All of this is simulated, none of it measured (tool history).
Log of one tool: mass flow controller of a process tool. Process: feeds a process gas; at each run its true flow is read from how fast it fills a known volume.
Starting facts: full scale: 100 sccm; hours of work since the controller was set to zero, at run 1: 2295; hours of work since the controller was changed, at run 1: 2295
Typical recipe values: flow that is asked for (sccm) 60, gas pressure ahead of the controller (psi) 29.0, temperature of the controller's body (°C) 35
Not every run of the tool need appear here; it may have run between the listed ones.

| run | hour | flow that is asked for (sccm) | gas pressure ahead of the controller (psi) | temperature of the controller's body (°C) | hours of work since the controller was set to zero | hours of work since the controller was changed | true flow (%) |
|---|---|---|---|---|---|---|---|
| 1 | 0.0 | 60 | 29.0 | 35 | 2295 | 2295 | 101.83 |
| 2 | 260.5 | 60 | 29.0 | 35 | 2461 | 2461 | 102.03 |
| 3 | 531.7 | 60 | 29.0 | 35 | 2634 | 2634 | 102.10 |
| 4 | 755.8 | 60 | 29.0 | 35 | 2776 | 2776 | 101.96 |
| 5 | 1008.4 | 60 | 29.0 | 23 | 2937 | 2937 | 100.94 |
| 6 | 1219.3 | 60 | 29.0 | 23 | 3072 | 3072 | 100.83 |
| 7 | 1403.9 | 60 | 29.0 | 23 | 3189 | 3189 | 101.04 |

For run 8, what comes out?
| 8 | 1734.7 | 22 | 29.0 | 23 | 3400 | 3400 | ? |

Run 8 produced true flow (%) 102.54.
The same run, on a tool lacking any hidden state, would have yielded true flow (%) 99.02.
